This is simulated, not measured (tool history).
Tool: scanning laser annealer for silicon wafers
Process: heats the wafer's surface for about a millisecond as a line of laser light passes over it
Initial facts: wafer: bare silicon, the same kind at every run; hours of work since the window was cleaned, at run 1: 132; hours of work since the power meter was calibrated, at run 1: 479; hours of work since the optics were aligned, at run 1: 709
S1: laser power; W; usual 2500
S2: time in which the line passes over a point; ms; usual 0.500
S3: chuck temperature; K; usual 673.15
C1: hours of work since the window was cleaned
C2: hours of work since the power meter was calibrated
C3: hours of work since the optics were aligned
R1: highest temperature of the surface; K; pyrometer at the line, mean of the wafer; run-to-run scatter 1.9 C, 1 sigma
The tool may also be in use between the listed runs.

| run | hour | S1 | S2 | S3 | C1 | C2 | C3 | R1 |
|---|---|---|---|---|---|---|---|---|
| 1 | 0.0 | 2500 | 0.500 | 673.15 | 132 | 479 | 709 | 1391.15 |
| 2 | 29.6 | 2500 | 0.500 | 673.15 | 152 | 499 | 730 | 1391.15 |
| 3 | 63.7 | 2500 | 0.500 | 673.15 | 176 | 523 | 753 | 1393.15 |
| 4 | 112.9 | 2500 | 0.500 | 635.15 | 211 | 558 | 788 | 1352.15 |
| 5 | 160.0 | 2500 | 0.500 | 635.15 | 243 | 590 | 820 | 1352.15 |
| 6 | 222.5 | 2500 | 0.500 | 673.15 | 287 | 634 | 864 | 1387.15 |
| 7 | 288.4 | 2500 | 0.500 | 673.15 | 333 | 680 | 910 | 1388.15 |
| 8 | 316.0 | 2500 | 0.500 | 673.15 | 352 | 699 | 929 | 1388.15 |
| 9 | 364.0 | 2500 | 0.500 | 673.15 | 386 | 733 | 963 | 1385.15 |
| 10 | 414.1 | 2500 | 0.413 | 673.15 | 420 | 767 | 998 | 1333.15 |
| 11 | 472.9 | 2500 | 0.413 | 673.15 | 461 | 808 | 1039 | 1326.15 |
| 12 | 527.4 | 2500 | 0.428 | 673.15 | 499 | 846 | 1076 | 1339.15 |
| 13 | 560.5 | 2500 | 0.500 | 673.15 | 522 | 869 | 1100 | 1382.15 |
| 14 | 622.1 | 2500 | 0.500 | 673.15 | 565 | 912 | 1143 | 1383.15 |
| 15 | 656.5 | 2500 | 0.500 | 673.15 | 589 | 936 | 1167 | 1381.15 |
| 16 | 696.9 | 2591 | 0.500 | 673.15 | 618 | 965 | 1195 | 1407.15 |
| 17 | 724.1 | 2591 | 0.500 | 673.15 | 637 | 984 | 1214 | 1404.15 |
| 18 | 779.5 | 2591 | 0.500 | 673.15 | 675 | 1022 | 1252 | 1406.15 |
| 19 | 815.7 | 2500 | 0.500 | 642.15 | 700 | 1047 | 1277 | 1346.15 |
| 20 | 880.3 | 2500 | 0.500 | 642.15 | 745 | 1092 | 1322 | 1349.15 |
| 21 | 944.9 | 2500 | 0.500 | 673.15 | 790 | 1137 | 1368 | 1378.15 |

Run 22 is up next; what results do you expect?
| 22 | 995.4 | 2302 | 0.364 | 673.15 | 826 | 1173 | 1403 | ? |

For run 22 the tool returned R1 1241.15 K.
On a tool with no hidden condition, and with the same random variation, this run would have come out at R1 1261.15 K.

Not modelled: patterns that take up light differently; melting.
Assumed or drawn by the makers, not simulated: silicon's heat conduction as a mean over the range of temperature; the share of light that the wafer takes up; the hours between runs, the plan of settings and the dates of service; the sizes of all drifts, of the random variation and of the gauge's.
